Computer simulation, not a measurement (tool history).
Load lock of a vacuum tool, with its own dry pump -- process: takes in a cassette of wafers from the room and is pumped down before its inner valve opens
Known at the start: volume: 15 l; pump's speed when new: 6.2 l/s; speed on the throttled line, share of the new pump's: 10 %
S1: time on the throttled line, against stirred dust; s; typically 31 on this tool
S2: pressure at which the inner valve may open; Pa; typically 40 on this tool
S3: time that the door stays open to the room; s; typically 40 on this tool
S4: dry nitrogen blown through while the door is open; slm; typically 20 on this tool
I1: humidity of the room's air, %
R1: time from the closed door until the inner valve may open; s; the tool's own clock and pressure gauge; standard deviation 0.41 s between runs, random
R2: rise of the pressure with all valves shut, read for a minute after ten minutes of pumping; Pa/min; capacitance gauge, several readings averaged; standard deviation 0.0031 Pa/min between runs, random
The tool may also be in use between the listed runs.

run 1 hour=0.0 | S1=31 S2=40 S3=40 S4=20 | I1=45.8 | R1=47.9 R2=0.060
run 2 hour=423.3 | S1=31 S2=40 S3=40 S4=20 | I1=45.5 | R1=48.6 R2=0.062
run 3 hour=828.6 | S1=31 S2=40 S3=40 S4=20 | I1=47.6 | R1=48.8 R2=0.075
run 4 hour=1048.4 | S1=31 S2=29 S3=40 S4=20 | I1=44.5 | R1=50.1 R2=0.073
run 5 hour=1369.2 | S1=31 S2=29 S3=40 S4=20 | I1=44.6 | R1=49.9 R2=0.082
run 6 hour=1599.6 | S1=31 S2=40 S3=40 S4=36 | I1=46.4 | R1=49.1 R2=0.079
run 7 hour=1940.8 | S1=31 S2=44 S3=40 S4=36 | I1=45.2 | R1=49.0 R2=0.085
run 8 hour=2282.1 | S1=31 S2=44 S3=40 S4=36 | I1=46.9 | R1=48.7 R2=0.093
run 9 hour=2504.1 | S1=31 S2=44 S3=40 S4=36 | I1=43.7 | R1=49.5 R2=0.101
run 10 hour=2711.1 | S1=31 S2=40 S3=40 S4=20 | I1=44.8 | R1=49.4 R2=0.124
run 11 hour=2935.5 | S1=31 S2=44 S3=40 S4=20 | I1=47.9 | R1=49.0 R2=0.131
run 12 hour=3191.9 | S1=31 S2=44 S3=40 S4=20 | I1=45.8 | R1=49.8 R2=0.138
run 13 hour=3414.2 | S1=31 S2=44 S3=40 S4=20 | I1=43.7 | R1=50.7 R2=0.152
run 14 hour=3792.3 | S1=31 S2=40 S3=40 S4=20 | I1=46.1 | R1=51.1 R2=0.163
run 15 hour=4201.0 | S1=31 S2=40 S3=40 S4=20 | I1=44.7 | R1=51.1 R2=0.177
run 16 hour=4562.5 | S1=31 S2=40 S3=40 S4=20 | I1=49.6 | R1=50.8 R2=0.190
run 17 hour=4987.3 | S1=31 S2=40 S3=40 S4=20 | I1=44.0 | R1=51.0 R2=0.205
run 18 hour=5357.4 | S1=31 S2=40 S3=40 S4=20 | I1=45.1 | R1=51.7 R2=0.230
run 19 hour=5760.1 | S1=31 S2=40 S3=40 S4=20 | I1=46.2 | R1=51.1 R2=0.244
run 20 hour=6117.9 | S1=31 S2=40 S3=40 S4=20 | I1=44.6 | R1=51.5 R2=0.272
run 21 hour=6594.4 | S1=36 S2=40 S3=40 S4=20 | I1=45.7 | R1=55.5 R2=0.297
run 22 hour=7054.2 | S1=36 S2=40 S3=40 S4=20 | I1=42.4 | R1=56.2 R2=0.316
-- hour=7351.6 dry pump taken out, an overhauled one fitted
run 23 hour=7351.6 | S1=36 S2=40 S3=40 S4=20 | I1=43.2 | R1=51.9 R2=0.333
run 24 hour=7680.8 | S1=24 S2=41 S3=55 S4=18 | I1=46.3 | R1=41.0 R2=0.363
run 25 hour=8123.3 | S1=31 S2=40 S3=151 S4=4 | I1=46.4 | R1=47.3 R2=0.537
run 26 hour=8560.8 | S1=31 S2=40 S3=151 S4=4 | I1=47.3 | R1=47.5 R2=0.572
-- hour=8782.3 door's seal changed, seat wiped
run 27 hour=8973.1 | S1=18 S2=40 S3=40 S4=9 | I1=42.8 | R1=35.2 R2=0.071
run 28 hour=9273.5 | S1=44 S2=40 S3=40 S4=9 | I1=42.8 | R1=59.7 R2=0.073
run 29 hour=9542.8 | S1=44 S2=40 S3=40 S4=9 | I1=46.3 | R1=58.6 R2=0.084
run 30 hour=9857.0 | S1=44 S2=40 S3=40 S4=9 | I1=45.1 | R1=59.9 R2=0.093
run 31 hour=10090.2 | S1=24 S2=71 S3=40 S4=20 | I1=41.7 | R1=39.7 R2=0.079
run 32 hour=10535.4 | S1=24 S2=71 S3=40 S4=20 | I1=46.2 | R1=40.4 R2=0.088
run 33 hour=10861.1 | S1=60 S2=40 S3=40 S4=20 | I1=45.4 | R1=74.0 R2=0.102
run 34 hour=11289.1 | S1=60 S2=40 S3=28 S4=25 | I1=47.6 | R1=74.6 R2=0.110
run 35 hour=11602.0 | S1=60 S2=40 S3=28 S4=25 | I1=47.2 | R1=73.8 R2=0.109
run 36 hour=11796.8 | S1=31 S2=46 S3=28 S4=20 | I1=43.4 | R1=47.5 R2=0.118
run 37 hour=12223.7 | S1=52 S2=40 S3=40 S4=9 | I1=45.6 | R1=67.1 R2=0.155

Alternative continuations, all from the tool just after run 37; predict every row:
run A hour=12543.2 | S1=31 S2=35 S3=60 S4=11 | I1=43.3 | R1=? R2=?
run B hour=12543.2 | S1=52 S2=40 S3=31 S4=11 | I1=43.7 | R1=? R2=?
run C hour=12543.2 | S1=52 S2=46 S3=106 S4=10 | I1=44.4 | R1=? R2=?

run=A R1=48.5 R2=0.183
run=B R1=67.4 R2=0.155
run=C R1=66.8 R2=0.229
Without the tool's hidden state the same runs would have given:
run=A R1=46.8 R2=0.084
run=B R1=65.9 R2=0.056
run=C R1=65.4 R2=0.129
